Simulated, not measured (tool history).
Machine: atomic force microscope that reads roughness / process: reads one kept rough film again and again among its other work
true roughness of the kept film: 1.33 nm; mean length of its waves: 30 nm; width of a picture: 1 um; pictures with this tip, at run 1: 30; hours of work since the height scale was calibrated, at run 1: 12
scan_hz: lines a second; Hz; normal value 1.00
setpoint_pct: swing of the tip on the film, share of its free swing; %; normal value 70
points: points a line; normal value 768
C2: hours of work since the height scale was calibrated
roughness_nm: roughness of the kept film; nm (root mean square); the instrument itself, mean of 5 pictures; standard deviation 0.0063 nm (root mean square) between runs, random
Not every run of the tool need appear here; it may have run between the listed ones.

run 1 hour=0.0 | scan_hz=1.00 setpoint_pct=70 points=768 | pictures_with_this_tip=30 C2=12 | roughness_nm=1.222
run 2 hour=7.1 | scan_hz=1.00 setpoint_pct=70 points=768 | pictures_with_this_tip=44 C2=18 | roughness_nm=1.230
run 3 hour=11.8 | scan_hz=1.00 setpoint_pct=75 points=768 | pictures_with_this_tip=53 C2=21 | roughness_nm=1.221
run 4 hour=19.0 | scan_hz=0.52 setpoint_pct=70 points=768 | pictures_with_this_tip=67 C2=27 | roughness_nm=1.250
run 5 hour=26.2 | scan_hz=2.36 setpoint_pct=70 points=768 | pictures_with_this_tip=80 C2=32 | roughness_nm=1.192
run 6 hour=34.5 | scan_hz=2.36 setpoint_pct=70 points=919 | pictures_with_this_tip=96 C2=39 | roughness_nm=1.207
run 7 hour=44.0 | scan_hz=2.36 setpoint_pct=70 points=919 | pictures_with_this_tip=114 C2=46 | roughness_nm=1.199
run 8 hour=51.4 | scan_hz=1.00 setpoint_pct=70 points=923 | pictures_with_this_tip=129 C2=52 | roughness_nm=1.225
run 9 hour=60.1 | scan_hz=1.00 setpoint_pct=70 points=923 | pictures_with_this_tip=145 C2=58 | roughness_nm=1.233
run 10 hour=69.2 | scan_hz=1.00 setpoint_pct=70 points=923 | pictures_with_this_tip=163 C2=65 | roughness_nm=1.234
run 11 hour=77.7 | scan_hz=1.00 setpoint_pct=57 points=768 | pictures_with_this_tip=179 C2=72 | roughness_nm=1.242
run 12 hour=87.1 | scan_hz=1.00 setpoint_pct=57 points=390 | pictures_with_this_tip=197 C2=79 | roughness_nm=1.234
run 13 hour=92.3 | scan_hz=1.00 setpoint_pct=57 points=390 | pictures_with_this_tip=207 C2=83 | roughness_nm=1.234
run 14 hour=96.9 | scan_hz=1.04 setpoint_pct=59 points=768 | pictures_with_this_tip=216 C2=87 | roughness_nm=1.245
run 15 hour=105.8 | scan_hz=1.04 setpoint_pct=59 points=768 | pictures_with_this_tip=233 C2=93 | roughness_nm=1.235
run 16 hour=113.8 | scan_hz=0.65 setpoint_pct=62 points=528 | pictures_with_this_tip=248 C2=100 | roughness_nm=1.254
run 17 hour=118.4 | scan_hz=3.17 setpoint_pct=64 points=269 | pictures_with_this_tip=257 C2=103 | roughness_nm=1.194
run 18 hour=125.8 | scan_hz=3.17 setpoint_pct=64 points=269 | pictures_with_this_tip=271 C2=109 | roughness_nm=1.195
run 19 hour=134.4 | scan_hz=0.81 setpoint_pct=63 points=284 | pictures_with_this_tip=288 C2=115 | roughness_nm=1.221
run 20 hour=140.2 | scan_hz=1.00 setpoint_pct=70 points=835 | pictures_with_this_tip=299 C2=120 | roughness_nm=1.230
run 21 hour=145.1 | scan_hz=1.00 setpoint_pct=70 points=835 | pictures_with_this_tip=308 C2=124 | roughness_nm=1.225
-- hour=150.8 new tip fitted
run 22 hour=154.9 | scan_hz=1.35 setpoint_pct=74 points=388 | pictures_with_this_tip=8 C2=131 | roughness_nm=1.203
run 23 hour=162.9 | scan_hz=0.62 setpoint_pct=74 points=323 | pictures_with_this_tip=23 C2=137 | roughness_nm=1.215
run 24 hour=168.0 | scan_hz=0.62 setpoint_pct=74 points=323 | pictures_with_this_tip=33 C2=141 | roughness_nm=1.223
run 25 hour=174.9 | scan_hz=1.00 setpoint_pct=78 points=564 | pictures_with_this_tip=46 C2=146 | roughness_nm=1.215

Below are 4 alternative next runs, each starting from the tool's condition after run 25. Predict each:
run A hour=179.3 | scan_hz=1.00 setpoint_pct=81 points=558 | pictures_with_this_tip=55 C2=150 | roughness_nm=?
run B hour=179.3 | scan_hz=0.83 setpoint_pct=70 points=338 | pictures_with_this_tip=55 C2=150 | roughness_nm=?
run C hour=179.3 | scan_hz=1.56 setpoint_pct=62 points=265 | pictures_with_this_tip=55 C2=150 | roughness_nm=?
run D hour=179.3 | scan_hz=1.03 setpoint_pct=70 points=353 | pictures_with_this_tip=55 C2=150 | roughness_nm=?

run=A roughness_nm=1.201
run=B roughness_nm=1.219
run=C roughness_nm=1.207
run=D roughness_nm=1.221
What these runs would have given with no unlogged condition in the tool:
run=A roughness_nm=1.201
run=B roughness_nm=1.220
run=C roughness_nm=1.208
run=D roughness_nm=1.221
